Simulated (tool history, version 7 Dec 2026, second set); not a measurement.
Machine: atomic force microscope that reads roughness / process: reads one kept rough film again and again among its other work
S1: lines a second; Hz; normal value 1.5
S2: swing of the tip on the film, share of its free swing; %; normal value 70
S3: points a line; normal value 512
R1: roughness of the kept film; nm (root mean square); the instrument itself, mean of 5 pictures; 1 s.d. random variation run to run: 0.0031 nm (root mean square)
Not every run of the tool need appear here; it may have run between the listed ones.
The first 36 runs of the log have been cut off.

run 37 hour=1087.2 | S1=2.36 S2=64 S3=259 | R1=1.455
run 38 hour=1116.1 | S1=0.56 S2=67 S3=454 | R1=1.527
-- hour=1129.4 new tip fitted
run 39 hour=1155.7 | S1=1.5 S2=86 S3=512 | R1=1.367
run 40 hour=1180.4 | S1=1.5 S2=86 S3=403 | R1=1.358
run 41 hour=1202 | S1=1.5 S2=86 S3=403 | R1=1.358
run 42 hour=1223.8 | S1=2.72 S2=56 S3=707 | R1=1.496
run 43 hour=1245.5 | S1=2.72 S2=81 S3=966 | R1=1.281
run 44 hour=1272.3 | S1=1.6 S2=86 S3=854 | R1=1.338
-- hour=1290.8 new tip fitted
run 45 hour=1313.6 | S1=1.87 S2=86 S3=741 | R1=1.331
run 46 hour=1346.6 | S1=1.05 S2=84 S3=836 | R1=1.438
run 47 hour=1378.9 | S1=0.51 S2=59 S3=621 | R1=1.557
run 48 hour=1421.5 | S1=1.89 S2=85 S3=429 | R1=1.314
-- hour=1451.2 new tip fitted
run 49 hour=1464.2 | S1=0.7 S2=69 S3=429 | R1=1.542
run 50 hour=1506.3 | S1=0.7 S2=58 S3=1003 | R1=1.562
run 51 hour=1541.6 | S1=0.7 S2=58 S3=1003 | R1=1.558

Branching from run 51: 3 alternative next runs. What would each branch give?
run A hour=1584.1 | S1=1.05 S2=81 S3=868 | R1=?
run B hour=1584.1 | S1=2.33 S2=57 S3=1003 | R1=?
run C hour=1584.1 | S1=1.5 S2=70 S3=365 | R1=?

run=A R1=1.44
run=B R1=1.499
run=C R1=1.463
Without the tool's unlogged condition, the same runs would have read:
run=A R1=1.445
run=B R1=1.504
run=C R1=1.468
